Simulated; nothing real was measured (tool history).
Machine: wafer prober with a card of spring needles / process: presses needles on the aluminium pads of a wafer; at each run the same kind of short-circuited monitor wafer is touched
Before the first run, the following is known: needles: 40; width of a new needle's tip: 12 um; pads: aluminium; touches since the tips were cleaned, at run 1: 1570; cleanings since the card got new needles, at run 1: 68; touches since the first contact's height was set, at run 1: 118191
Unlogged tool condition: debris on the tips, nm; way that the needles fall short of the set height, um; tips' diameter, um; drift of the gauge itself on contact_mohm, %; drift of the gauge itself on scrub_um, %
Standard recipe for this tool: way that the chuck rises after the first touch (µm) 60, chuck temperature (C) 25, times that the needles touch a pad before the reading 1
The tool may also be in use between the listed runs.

run   hour  way that the chuck rises after the first touch (µm)  chuck temperature (C)  times that the needles touch a pad before the reading  touches since the tips were cleaned  cleanings since the card got new needles  touches since the first contact's height was set  resistance of one needle with its contact and lead (mohm)  way that a needle slides on the pad (µm)
  1      0                                                   60                     25                                                      1                                 1570                                        68                                            118191                                                        119                                     10.97
       4.4  -- tips cleaned on abrasive film
  2     10                                                   60                     25                                                      1                                 2965                                        69                                            123419                                                        120                                     10.95
      11.1  -- tips cleaned on abrasive film
      18.3  -- tips cleaned on abrasive film
  3   20.3                                                   60                     25                                                      1                                 1045                                        71                                            128749                                                        119                                     10.98
      26.2  -- tips cleaned on abrasive film
      33.9  -- tips cleaned on abrasive film
  4   33.9                                                   50                     25                                                      1                                    0                                        73                                            135834                                                        121                                      9.13
      41.5  -- tips cleaned on abrasive film
      49.6  -- tips cleaned on abrasive film
  5   54.4                                                   50                     25                                                      1                                 2517                                        75                                            146570                                                        124                                      9.14
      56.6  -- tips cleaned on abrasive film
      64.1  -- tips cleaned on abrasive film
  6   69.1                                                   60                     25                                                      1                                 2618                                        77                                            154232                                                        120                                     10.99
      71.7  -- tips cleaned on abrasive film
      79.1  -- tips cleaned on abrasive film
  7   79.1                                                   47                     25                                                      1                                    0                                        79                                            159445                                                        121                                      8.62
      86.8  -- tips cleaned on abrasive film
      94.7  -- tips cleaned on abrasive film
        95  -- height of the first contact set anew
  8   96.9                                                   60                     25                                                      1                                  990                                        81                                               990                                                        119                                     11.04
     101.9  -- tips cleaned on abrasive film
     109.1  -- tips cleaned on abrasive film
     116.3  -- tips cleaned on abrasive film
  9  118.8                                                   60                     25                                                      1                                 1319                                        84                                             12423                                                        119                                     11.08
     124.4  -- tips cleaned on abrasive film
     131.5  -- tips cleaned on abrasive film
 10  136.5                                                   60                     25                                                      1                                 2674                                        86                                             21698                                                        119                                     11.03
     139.3  -- tips cleaned on abrasive film
     146.5  -- tips cleaned on abrasive film
     154.3  -- tips cleaned on abrasive film
 11  156.8                                                   60                     25                                                      1                                 1306                                        89                                             32245                                                        120                                     11.01
       162  -- tips cleaned on abrasive film
     169.1  -- tips cleaned on abrasive film
 12  169.1                                                   60                     25                                                      1                                    0                                        91                                             38659                                                        119                                     11.09
     177.1  -- tips cleaned on abrasive film
     184.7  -- tips cleaned on abrasive film
 13  189.8                                                   60                     25                                                      1                                 2726                                        93                                             49504                                                        119                                     11.09
     192.5  -- tips cleaned on abrasive film
       200  -- tips cleaned on abrasive film
       208  -- tips cleaned on abrasive film
 14  212.5                                                   68                     25                                                      1                                 2344                                        96                                             61311                                                        118                                      12.5
       215  -- tips cleaned on abrasive film
     222.3  -- tips cleaned on abrasive film
     229.7  -- tips cleaned on abrasive film
 15  231.1                                                   60                     33                                                      1                                  736                                        99                                             70984                                                        123                                     11.08
     236.8  -- tips cleaned on abrasive film
     244.3  -- tips cleaned on abrasive film
 16  249.3                                                   72                     33                                                      1                                 2648                                       101                                             80521                                                        121                                     13.27
     252.1  -- tips cleaned on abrasive film
     258.9  -- tips cleaned on abrasive film
       266  -- tips cleaned on abrasive film
     272.8  -- tips cleaned on abrasive film
 17  272.8                                                   52                     36                                                      1                                    0                                       105                                             92718                                                        123                                      9.57
     280.3  -- tips cleaned on abrasive film
     287.1  -- tips cleaned on abrasive film
 18  290.5                                                   60                     41                                                      1                                 1821                                       107                                            102000                                                        120                                     11.02
     295.2  -- tips cleaned on abrasive film
     302.2  -- tips cleaned on abrasive film
     309.3  -- tips cleaned on abrasive film
 19  311.1                                                   60                     41                                                      1                                  958                                       110                                            112699                                                        121                                      11.1
     317.3  -- tips cleaned on abrasive film
     324.4  -- tips cleaned on abrasive film
     332.2  -- tips cleaned on abrasive film
 20  333.6                                                   60                     41                                                      1                                  745                                       113                                            124456                                                        121                                     11.08
     339.7  -- tips cleaned on abrasive film
       347  -- tips cleaned on abrasive film
 21  348.5                                                   69                     71                                                      1                                  802                                       115                                            132243                                                        124                                     12.84
     354.5  -- tips cleaned on abrasive film
     361.9  -- tips cleaned on abrasive film
       370  -- tips cleaned on abrasive film
 22  371.6                                                   44                    105                                                      1                                  834                                       118                                            144289                                                        138                                      8.17
     377.4  -- tips cleaned on abrasive film
     384.9  -- tips cleaned on abrasive film
 23  390.2                                                   47                    105                                                      2                                 2796                                       120                                            154000                                                        134                                      8.74
     391.9  -- tips cleaned on abrasive film
     399.7  -- tips cleaned on abrasive film
     406.9  -- tips cleaned on abrasive film
 24  407.3                                                   47                    105                                                      2                                  223                                       123                                            162890                                                        139                                      8.72
     414.8  -- tips cleaned on abrasive film
     416.7  -- height of the first contact set anew
     421.8  -- tips cleaned on abrasive film
     429.7  -- tips cleaned on abrasive film
 25  430.5                                                   47                    105                                                      2                                  401                                       126                                              7153                                                        135                                      8.71
     436.8  -- tips cleaned on abrasive film
     443.8  -- tips cleaned on abrasive film
     451.7  -- tips cleaned on abrasive film
 26  452.8                                                   61                     48                                                      1                                  596                                       129                                             18799                                                        120                                     11.36
     458.7  -- tips cleaned on abrasive film
 27  464.2                                                   61                     48                                                      1                                 2885                                       130                                             24768                                                        123                                     11.47
     465.9  -- tips cleaned on abrasive film
     473.7  -- tips cleaned on abrasive film
     480.6  -- tips cleaned on abrasive film
 28  483.5                                                   68                     35                                                      2                                 1521                                       133                                             34832                                                        118                                     12.67
     488.6  -- tips cleaned on abrasive film
     495.7  -- tips cleaned on abrasive film
     503.2  -- tips cleaned on abrasive film
 29  507.5                                                   49                    110                                                      2                                 2276                                       136                                             47355                                                        135                                      9.16
     510.7  -- tips cleaned on abrasive film
     518.4  -- tips cleaned on abrasive film
 30  522.9                                                   60                     56                                                      1                                 2425                                       138                                             55410                                                        122                                     11.18

Some steps in way that a needle slides on the pad (µm) between neighbouring runs. How much of each would the tool show without its hidden state too (settings, what came in, random variation), and how much is left for the hidden state, with any gauge scatter that isn't in both results?
Run 16 -> 17: way that the chuck rises after the first touch (µm) 72 -> 52, chuck temperature (C) 33 -> 36, tips cleaned on abrasive film, tips cleaned on abrasive film, tips cleaned on abrasive film, tips cleaned on abrasive film. way that a needle slides on the pad (µm) -3.7: hidden state -0.03, all else -3.67.
Run 21 -> 22: way that the chuck rises after the first touch (µm) 69 -> 44, chuck temperature (C) 71 -> 105, tips cleaned on abrasive film, tips cleaned on abrasive film, tips cleaned on abrasive film. way that a needle slides on the pad (µm) -4.67: hidden state -0.06, all else -4.61.
Run 25 -> 26: way that the chuck rises after the first touch (µm) 47 -> 61, chuck temperature (C) 105 -> 48, times that the needles touch a pad before the reading 2 -> 1, tips cleaned on abrasive film, tips cleaned on abrasive film, tips cleaned on abrasive film. way that a needle slides on the pad (µm) +2.65: hidden state +0.06, all else +2.59.
Run 28 -> 29: way that the chuck rises after the first touch (µm) 68 -> 49, chuck temperature (C) 35 -> 110, tips cleaned on abrasive film, tips cleaned on abrasive film, tips cleaned on abrasive film. way that a needle slides on the pad (µm) -3.51: hidden state -0.07, all else -3.44.

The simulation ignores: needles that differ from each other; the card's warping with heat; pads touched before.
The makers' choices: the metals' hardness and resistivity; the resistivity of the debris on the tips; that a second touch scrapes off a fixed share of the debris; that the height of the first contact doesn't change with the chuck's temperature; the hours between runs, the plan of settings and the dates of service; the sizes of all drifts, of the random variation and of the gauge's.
